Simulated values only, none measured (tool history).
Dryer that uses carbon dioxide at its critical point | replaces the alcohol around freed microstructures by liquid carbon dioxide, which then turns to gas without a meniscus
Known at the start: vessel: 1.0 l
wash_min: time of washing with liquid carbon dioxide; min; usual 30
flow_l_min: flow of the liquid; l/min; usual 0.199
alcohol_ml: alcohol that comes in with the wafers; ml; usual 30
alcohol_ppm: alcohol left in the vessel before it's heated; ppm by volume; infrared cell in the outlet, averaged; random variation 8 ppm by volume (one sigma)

run,hour,wash_min,flow_l_min,alcohol_ml,alcohol_ppm
1,0.0,30,0.199,30,697
2,14.9,30,0.199,30,690
3,32.3,30,0.199,30,714
4,43.9,30,0.148,30,1836
5,61.5,30,0.199,30,737
6,70.5,20,0.199,30,2504
7,78.4,20,0.199,30,2501
8,94.5,20,0.199,30,2542
9,110.0,37,0.199,25,287
10,122.8,25,0.334,30,198
11,134.5,33,0.187,30,676
12,146.0,33,0.187,30,715

3 ways to go on from here, each from the tool as it stands after run 12. What would each give?
A,160.7,30,0.194,73,?
B,160.7,34,0.221,23,?
C,160.7,30,0.286,51,?

run,alcohol_ppm
A,2089
B,272
C,307
Without the tool's hidden state the same runs would have given:
run,alcohol_ppm
A,1141
B,113
C,117
